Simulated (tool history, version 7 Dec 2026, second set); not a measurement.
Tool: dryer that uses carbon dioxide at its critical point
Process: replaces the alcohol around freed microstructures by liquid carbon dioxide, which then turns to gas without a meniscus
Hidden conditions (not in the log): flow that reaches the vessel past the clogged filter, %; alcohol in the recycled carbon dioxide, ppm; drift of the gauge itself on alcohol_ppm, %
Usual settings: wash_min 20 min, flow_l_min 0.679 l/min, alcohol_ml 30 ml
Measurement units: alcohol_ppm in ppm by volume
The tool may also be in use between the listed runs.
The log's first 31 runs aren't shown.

| run | hour | wash_min | flow_l_min | alcohol_ml | hours of work since the filter was changed | hours of work since the purifier's bed was changed | alcohol_ppm |
|---|---|---|---|---|---|---|---|
| 32 | 841.7 | 15 | 0.517 | 64 | 99 | 269 | 937 |
| 33 | 870.7 | 20 | 0.415 | 30 | 121 | 291 | 401 |
| 34 | 888.2 | 15 | 0.791 | 85 | 135 | 305 | 298 |
| 35 | 920.4 | 15 | 0.791 | 85 | 159 | 330 | 326 |
|  | 948.9 | inlet filter changed |
| 36 | 948.9 | 19 | 0.679 | 30 | 0 | 351 | 133 |
| 37 | 969.5 | 19 | 0.679 | 30 | 16 | 367 | 140 |
| 38 | 984.2 | 24 | 0.422 | 22 | 27 | 378 | 193 |
| 39 | 999.3 | 20 | 0.68 | 75 | 39 | 389 | 173 |
| 40 | 1018 | 24 | 0.451 | 33 | 53 | 404 | 205 |
| 41 | 1035.3 | 20 | 0.679 | 51 | 67 | 417 | 158 |
| 42 | 1067.6 | 20 | 0.679 | 51 | 91 | 442 | 183 |
| 43 | 1103.9 | 15 | 0.693 | 34 | 119 | 470 | 289 |

What if the next run were any one of these 5? Each begins from the tool's condition after run 43:
| A | 1131.7 | 13 | 0.586 | 34 | 141 | 491 | ? |
| B | 1131.7 | 30 | 0.76 | 26 | 141 | 491 | ? |
| C | 1131.7 | 16 | 0.679 | 38 | 141 | 491 | ? |
| D | 1131.7 | 13 | 0.461 | 21 | 141 | 491 | ? |
| E | 1131.7 | 13 | 0.524 | 30 | 141 | 491 | ? |

| run | alcohol_ppm |
|---|---|
| A | 679 |
| B | 154 |
| C | 271 |
| D | 827 |
| E | 831 |
Without the tool's hidden state the same runs would have given:
| run | alcohol_ppm |
|---|---|
| A | 380 |
| B | 15 |
| C | 82 |
| D | 517 |
| E | 503 |
